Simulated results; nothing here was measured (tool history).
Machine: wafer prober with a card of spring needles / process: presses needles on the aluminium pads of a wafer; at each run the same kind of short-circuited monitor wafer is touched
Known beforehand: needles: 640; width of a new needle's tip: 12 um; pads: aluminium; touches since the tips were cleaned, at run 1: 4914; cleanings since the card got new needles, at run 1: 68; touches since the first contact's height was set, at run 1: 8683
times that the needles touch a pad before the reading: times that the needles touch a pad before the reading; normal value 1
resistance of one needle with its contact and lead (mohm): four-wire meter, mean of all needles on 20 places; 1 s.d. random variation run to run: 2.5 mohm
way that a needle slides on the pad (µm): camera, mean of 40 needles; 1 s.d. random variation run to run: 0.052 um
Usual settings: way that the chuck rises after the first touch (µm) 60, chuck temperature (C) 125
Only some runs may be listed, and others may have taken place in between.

run,day,way that the chuck rises after the first touch (µm),chuck temperature (C),times that the needles touch a pad before the reading,touches since the tips were cleaned,cleanings since the card got new needles,touches since the first contact's height was set,resistance of one needle with its contact and lead (mohm),way that a needle slides on the pad (µm)
1,0.000,60,125,1,4914,68,8683,374,15.57
# day 0.104: tips cleaned on abrasive film
# day 0.512: tips cleaned on abrasive film
# day 1.025: tips cleaned on abrasive film
# day 1.433: tips cleaned on abrasive film
# day 1.842: tips cleaned on abrasive film
# day 2.354: tips cleaned on abrasive film
# day 2.829: tips cleaned on abrasive film
2,2.829,60,125,1,0,75,43420,294,15.35
# day 3.238: tips cleaned on abrasive film
# day 3.750: tips cleaned on abrasive film
# day 4.258: tips cleaned on abrasive film
# day 4.475: height of the first contact set anew
# day 4.783: tips cleaned on abrasive film
# day 5.192: tips cleaned on abrasive film
3,5.558,60,125,1,4537,80,13330,370,15.44
# day 5.662: tips cleaned on abrasive film
# day 6.071: tips cleaned on abrasive film
# day 6.583: tips cleaned on abrasive film
# day 7.092: tips cleaned on abrasive film
# day 7.500: tips cleaned on abrasive film
# day 8.012: tips cleaned on abrasive film
# day 8.421: tips cleaned on abrasive film
# day 8.917: tips cleaned on abrasive film
4,8.917,62,125,1,0,88,54613,296,15.97
# day 9.429: tips cleaned on abrasive film
# day 9.642: height of the first contact set anew
# day 9.950: tips cleaned on abrasive film
# day 10.462: tips cleaned on abrasive film
5,10.862,62,125,1,4987,91,15036,375,15.99
# day 10.967: tips cleaned on abrasive film
# day 11.479: tips cleaned on abrasive film
# day 11.888: tips cleaned on abrasive film
# day 12.400: tips cleaned on abrasive film
# day 12.808: tips cleaned on abrasive film
# day 13.217: tips cleaned on abrasive film
# day 13.729: tips cleaned on abrasive film
6,13.979,44,125,1,3133,98,53342,441,11.26
# day 14.188: tips cleaned on abrasive film
# day 14.596: tips cleaned on abrasive film
# day 14.812: height of the first contact set anew
# day 15.017: tips cleaned on abrasive film
# day 15.425: tips cleaned on abrasive film
# day 15.838: tips cleaned on abrasive film
# day 16.346: tips cleaned on abrasive film
7,16.542,44,125,1,2433,104,21276,423,11.30
# day 16.850: tips cleaned on abrasive film
# day 17.258: tips cleaned on abrasive film
# day 17.667: tips cleaned on abrasive film
# day 18.179: tips cleaned on abrasive film
# day 18.383: tips cleaned on abrasive film, once more
# day 18.896: tips cleaned on abrasive film
# day 19.404: tips cleaned on abrasive film
# day 19.817: tips cleaned on abrasive film
8,19.821,44,125,1,94,112,61569,316,11.00
# day 20.038: height of the first contact set anew
# day 20.246: tips cleaned on abrasive film
# day 20.654: tips cleaned on abrasive film
# day 21.162: tips cleaned on abrasive film
# day 21.575: tips cleaned on abrasive film
9,21.629,44,125,1,684,116,19527,358,11.27
# day 22.038: tips cleaned on abrasive film
# day 22.550: tips cleaned on abrasive film
# day 23.058: tips cleaned on abrasive film
10,23.192,60,125,1,1673,119,38788,345,15.45
# day 23.500: tips cleaned on abrasive film
# day 23.908: tips cleaned on abrasive film
# day 24.321: tips cleaned on abrasive film
# day 24.829: tips cleaned on abrasive film
# day 25.246: height of the first contact set anew
# day 25.354: tips cleaned on abrasive film
# day 25.862: tips cleaned on abrasive film
11,26.025,60,125,1,2009,125,9546,359,15.57
# day 26.333: tips cleaned on abrasive film
# day 26.742: tips cleaned on abrasive film
# day 27.150: tips cleaned on abrasive film
# day 27.562: tips cleaned on abrasive film
12,27.942,60,125,1,4736,129,33125,393,15.52
# day 28.046: tips cleaned on abrasive film
# day 28.458: tips cleaned on abrasive film
# day 28.967: tips cleaned on abrasive film
# day 29.375: tips cleaned on abrasive film
13,29.450,60,125,1,931,133,51643,342,15.33
# day 29.862: tips cleaned on abrasive film
# day 30.271: tips cleaned on abrasive film
# day 30.383: height of the first contact set anew
# day 30.692: tips cleaned on abrasive film
# day 31.100: tips cleaned on abrasive film
# day 31.612: tips cleaned on abrasive film
14,31.958,49,71,1,4289,138,19363,441,12.60
# day 32.062: tips cleaned on abrasive film
# day 32.471: tips cleaned on abrasive film
# day 32.879: tips cleaned on abrasive film
# day 33.392: tips cleaned on abrasive film
# day 33.800: tips cleaned on abrasive film
# day 34.208: tips cleaned on abrasive film
# day 34.721: tips cleaned on abrasive film
# day 35.129: tips cleaned on abrasive film
15,35.500,49,71,1,4589,146,62893,436,12.45
# day 35.604: tips cleaned on abrasive film
# day 35.617: height of the first contact set anew
# day 36.025: tips cleaned on abrasive film
# day 36.538: tips cleaned on abrasive film
# day 37.046: tips cleaned on abrasive film
# day 37.454: tips cleaned on abrasive film
# day 37.967: tips cleaned on abrasive film
# day 38.475: tips cleaned on abrasive film
16,38.550,49,71,2,904,153,36078,322,12.60
# day 38.958: tips cleaned on abrasive film
# day 39.367: tips cleaned on abrasive film
# day 39.779: tips cleaned on abrasive film
# day 40.288: tips cleaned on abrasive film
17,40.392,54,125,2,1294,157,58729,338,13.72
# day 40.700: tips cleaned on abrasive film
# day 40.812: height of the first contact set anew
# day 41.221: tips cleaned on abrasive film
# day 41.733: tips cleaned on abrasive film
# day 42.142: tips cleaned on abrasive film
# day 42.550: tips cleaned on abrasive film
# day 43.062: tips cleaned on abrasive film
# day 43.571: tips cleaned on abrasive film
18,43.942,54,111,1,4562,164,38479,419,13.92
# day 44.046: tips cleaned on abrasive film
# day 44.454: tips cleaned on abrasive film
# day 44.967: tips cleaned on abrasive film
# day 45.475: tips cleaned on abrasive film
19,45.717,53,59,1,2997,168,60319,400,13.50
# day 45.925: tips cleaned on abrasive film
# day 46.038: height of the first contact set anew
# day 46.446: tips cleaned on abrasive film
# day 46.958: tips cleaned on abrasive film
# day 47.467: tips cleaned on abrasive film
# day 47.875: tips cleaned on abrasive film
20,47.929,51,54,1,652,173,23264,325,13.11
# day 48.338: tips cleaned on abrasive film
# day 48.850: tips cleaned on abrasive film
# day 49.258: tips cleaned on abrasive film
21,49.438,76,81,2,2216,176,41811,307,19.43
# day 49.746: tips cleaned on abrasive film
# day 50.154: tips cleaned on abrasive film
# day 50.562: tips cleaned on abrasive film
# day 50.971: tips cleaned on abrasive film
# day 51.188: height of the first contact set anew
# day 51.392: tips cleaned on abrasive film
22,51.629,55,122,3,2933,181,5446,334,14.23

Run 23 is up next; what results do you expect?
# day 51.838: tips cleaned on abrasive film
# day 52.246: tips cleaned on abrasive film
# day 52.754: tips cleaned on abrasive film
# day 53.167: tips cleaned on abrasive film
# day 53.575: tips cleaned on abrasive film
23,53.938,47,74,1,4501,186,33813,?,?

{"run 23": {"resistance of one needle with its contact and lead (mohm)": 470, "way that a needle slides on the pad (µm)": 12.02}}
Were there no unlogged condition in the tool, this run, its random variation unchanged, would have produced resistance of one needle with its contact and lead (mohm) 273, way that a needle slides on the pad (µm) 12.17.
